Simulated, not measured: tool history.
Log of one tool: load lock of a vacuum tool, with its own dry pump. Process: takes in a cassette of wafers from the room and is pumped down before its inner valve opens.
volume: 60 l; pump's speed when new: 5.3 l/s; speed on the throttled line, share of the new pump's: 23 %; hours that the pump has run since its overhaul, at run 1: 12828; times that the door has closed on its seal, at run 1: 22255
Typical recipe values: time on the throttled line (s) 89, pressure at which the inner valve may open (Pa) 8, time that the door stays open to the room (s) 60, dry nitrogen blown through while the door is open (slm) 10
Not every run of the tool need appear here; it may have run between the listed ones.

run    hour  time on the throttled line (s)  pressure at which the inner valve may open (Pa)  time that the door stays open to the room (s)  dry nitrogen blown through while the door is open (slm)  hours that the pump has run since its overhaul  times that the door has closed on its seal  incoming humidity of the room's air, %  time from the closed door until the inner valve may open (s)  rise of the pressure with all valves shut (Pa/min)
  1       0                              89                                                8                                             60                                                       10                                           12828                                       22255                                    44.6                                                         188.5                                                 0.1
  2   249.9                              89                                                8                                             31                                                       10                                           13078                                       22737                                    45.7                                                         187.4                                               0.096
  3     555                              89                                                8                                             31                                                       10                                           13383                                       23325                                    41.2                                                           188                                               0.096
  4   794.4                              89                                                8                                             31                                                       10                                           13622                                       23787                                      43                                                         189.9                                               0.097
  5  1149.3                              89                                                8                                             31                                                       10                                           13977                                       24472                                    47.8                                                         186.5                                               0.105
  6    1356                              89                                                8                                             57                                                       10                                           14184                                       24870                                    48.6                                                         189.7                                               0.109
  7  1570.6                              89                                                8                                             60                                                       10                                           14399                                       25284                                    46.1                                                         188.6                                                0.11
  8  1848.9                              89                                                8                                             60                                                       29                                           14677                                       25821                                    44.1                                                           191                                               0.107
  9  2234.8                              89                                                8                                             60                                                       29                                           15063                                       26565                                    44.1                                                         188.9                                               0.108
 10  2488.6                              89                                                8                                             60                                                       29                                           15317                                       27055                                      45                                                         188.8                                               0.114
 11  2833.2                              89                                                8                                             60                                                       10                                           15661                                       27720                                    44.4                                                         189.2                                               0.121
 12  3139.3                              89                                                8                                             60                                                       10                                           15967                                       28310                                    47.8                                                           189                                               0.129
     3508.7  -- dry pump taken out, an overhauled one fitted
 13  3517.8                              89                                                8                                             60                                                       10                                               9                                       29029                                    42.4                                                         175.5                                               0.128
 14  3683.1                              89                                               13                                            222                                                        9                                             174                                       29347                                    45.8                                                         168.4                                               0.153
 15  4029.4                              72                                               15                                             58                                                        6                                             521                                       30015                                    45.8                                                         154.9                                               0.142
 16  4384.5                              72                                               15                                             58                                                        6                                             876                                       30700                                    46.9                                                           154                                               0.144
 17  4629.6                             111                                               15                                             50                                                       36                                            1121                                       31173                                    45.5                                                         184.3                                                0.13
 18  4971.7                             120                                               11                                             32                                                       23                                            1463                                       31833                                    42.1                                                         195.2                                               0.136
 19  5299.1                             120                                               11                                             32                                                       23                                            1790                                       32465                                    48.9                                                         196.4                                               0.138
 20  5480.3                              64                                                8                                            201                                                       24                                            1972                                       32814                                      43                                                         154.9                                               0.153
 21  5788.4                              89                                                7                                             60                                                       10                                            2280                                       33408                                    45.7                                                         178.5                                               0.162
 22  6157.1                              89                                                8                                             61                                                       14                                            2648                                       34120                                    42.1                                                         175.4                                               0.154
 23  6519.2                              58                                                8                                             39                                                        7                                            3011                                       34818                                    40.8                                                         152.9                                               0.159
 24  6697.9                             165                                               13                                             60                                                       10                                            3189                                       35163                                      45                                                         227.5                                                0.17
 25  7040.7                              58                                               13                                             31                                                       23                                            3532                                       35824                                    42.2                                                         147.3                                               0.159
 26  7229.4                              58                                               13                                             31                                                       23                                            3721                                       36188                                    45.1                                                         149.4                                               0.175

4 options for the next run, each taken on its own from the tool as it stands now. Forecast them:
  A  7453.4                              89                                                7                                             60                                                       10                                            3945                                       36620                                    50.1                                                             ?                                                   ?
  B  7453.4                              58                                               13                                            100                                                       23                                            3945                                       36620                                    47.9                                                             ?                                                   ?
  C  7453.4                             136                                               15                                             60                                                        7                                            3945                                       36620                                    45.1                                                             ?                                                   ?
  D  7453.4                              64                                               13                                             31                                                       36                                            3945                                       36620                                      44                                                             ?                                                   ?

run  time from the closed door until the inner valve may open (s)  rise of the pressure with all valves shut (Pa/min)
  A                                                         177.6                                               0.176
  B                                                           149                                               0.178
  C                                                           207                                               0.179
  D                                                         152.7                                               0.164
Take away the tool's hidden state, keep each run's random variation, and the runs would have read:
run  time from the closed door until the inner valve may open (s)  rise of the pressure with all valves shut (Pa/min)
  A                                                         175.1                                               0.031
  B                                                         146.5                                               0.032
  C                                                           205                                               0.034
  D                                                           150                                               0.019
